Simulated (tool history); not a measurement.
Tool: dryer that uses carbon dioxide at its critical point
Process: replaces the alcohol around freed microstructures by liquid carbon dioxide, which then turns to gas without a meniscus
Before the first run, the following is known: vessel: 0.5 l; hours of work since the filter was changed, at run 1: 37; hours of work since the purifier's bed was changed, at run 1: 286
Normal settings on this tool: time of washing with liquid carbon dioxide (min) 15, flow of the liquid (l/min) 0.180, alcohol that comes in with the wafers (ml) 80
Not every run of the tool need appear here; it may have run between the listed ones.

| run | hour | time of washing with liquid carbon dioxide (min) | flow of the liquid (l/min) | alcohol that comes in with the wafers (ml) | hours of work since the filter was changed | hours of work since the purifier's bed was changed | alcohol left in the vessel before it's heated (ppm by volume) |
|---|---|---|---|---|---|---|---|
| 1 | 0.0 | 15 | 0.180 | 80 | 37 | 286 | 4068 |
| 2 | 36.1 | 15 | 0.180 | 80 | 52 | 301 | 4101 |
| 3 | 65.3 | 15 | 0.180 | 80 | 64 | 314 | 4286 |
| 4 | 103.2 | 15 | 0.301 | 80 | 80 | 330 | 507 |
| 5 | 124.6 | 11 | 0.301 | 80 | 89 | 339 | 2203 |
| 6 | 145.0 | 11 | 0.301 | 80 | 98 | 348 | 2226 |
| 7 | 176.3 | 11 | 0.301 | 80 | 111 | 361 | 2357 |
| 8 | 211.7 | 11 | 0.301 | 80 | 126 | 376 | 2436 |
| 9 | 238.9 | 11 | 0.301 | 80 | 138 | 387 | 2474 |
| 10 | 262.2 | 15 | 0.180 | 80 | 148 | 397 | 4988 |
| 11 | 280.8 | 15 | 0.180 | 80 | 156 | 405 | 5118 |
|  | 287.1 | inlet filter changed |
| 12 | 318.0 | 15 | 0.180 | 80 | 13 | 420 | 3933 |
| 13 | 361.2 | 15 | 0.180 | 80 | 31 | 439 | 4004 |
| 14 | 394.8 | 15 | 0.180 | 80 | 46 | 453 | 4155 |
| 15 | 417.3 | 20 | 0.180 | 80 | 55 | 462 | 1324 |
| 16 | 448.1 | 20 | 0.180 | 80 | 68 | 475 | 1367 |
| 17 | 470.3 | 20 | 0.180 | 80 | 78 | 485 | 1434 |
| 18 | 513.2 | 17 | 0.180 | 27 | 96 | 503 | 1041 |
| 19 | 533.3 | 17 | 0.180 | 92 | 104 | 511 | 3430 |
| 20 | 570.3 | 17 | 0.180 | 92 | 120 | 527 | 3605 |
| 21 | 601.4 | 17 | 0.180 | 92 | 133 | 540 | 3539 |
| 22 | 638.6 | 17 | 0.180 | 92 | 149 | 556 | 3717 |
|  | 662.0 | inlet filter changed |
| 23 | 674.5 | 23 | 0.180 | 40 | 5 | 571 | 371 |
| 24 | 706.8 | 23 | 0.180 | 40 | 19 | 585 | 390 |
| 25 | 734.0 | 11 | 0.176 | 40 | 30 | 596 | 5775 |
| 26 | 772.9 | 19 | 0.137 | 29 | 47 | 612 | 1766 |
| 27 | 792.5 | 12 | 0.124 | 70 | 55 | 621 | 18504 |
| 28 | 822.4 | 13 | 0.293 | 47 | 68 | 633 | 740 |
| 29 | 850.9 | 14 | 0.146 | 36 | 80 | 646 | 4738 |
| 30 | 888.7 | 14 | 0.146 | 66 | 96 | 662 | 8653 |
| 31 | 926.2 | 23 | 0.122 | 36 | 112 | 677 | 1802 |
| 32 | 958.4 | 15 | 0.195 | 105 | 125 | 691 | 4926 |
| 33 | 995.3 | 15 | 0.195 | 105 | 141 | 707 | 4925 |

How would selected steps in alcohol left in the vessel before it's heated (ppm by volume) from run to run divide? Give the signed amount a tool lacking its hidden state would still show from settings, what came in and random variation, and the signed amount left for the hidden state, including any gauge scatter that is not in both of the compared results.
What the log doesn't record here: flow that reaches the vessel past the clogged filter, %; alcohol in the recycled carbon dioxide, ppm; drift of the gauge itself on alcohol_ppm, %.
Run 11 -> 12: inlet filter changed. alcohol left in the vessel before it's heated (ppm by volume) -1185: hidden state -1229, all else +44.
Run 22 -> 23: time of washing with liquid carbon dioxide (min) 17 -> 23, alcohol that comes in with the wafers (ml) 92 -> 40, inlet filter changed. alcohol left in the vessel before it's heated (ppm by volume) -3346: hidden state -1080, all else -2266.
Run 26 -> 27: time of washing with liquid carbon dioxide (min) 19 -> 12, flow of the liquid (l/min) 0.137 -> 0.124, alcohol that comes in with the wafers (ml) 29 -> 70. alcohol left in the vessel before it's heated (ppm by volume) +16738: hidden state +1031, all else +15707.
Run 27 -> 28: time of washing with liquid carbon dioxide (min) 12 -> 13, flow of the liquid (l/min) 0.124 -> 0.293, alcohol that comes in with the wafers (ml) 70 -> 47. alcohol left in the vessel before it's heated (ppm by volume) -17764: hidden state -1075, all else -16689.
Run 30 -> 31: time of washing with liquid carbon dioxide (min) 14 -> 23, flow of the liquid (l/min) 0.146 -> 0.122, alcohol that comes in with the wafers (ml) 66 -> 36. alcohol left in the vessel before it's heated (ppm by volume) -6851: hidden state -849, all else -6002.
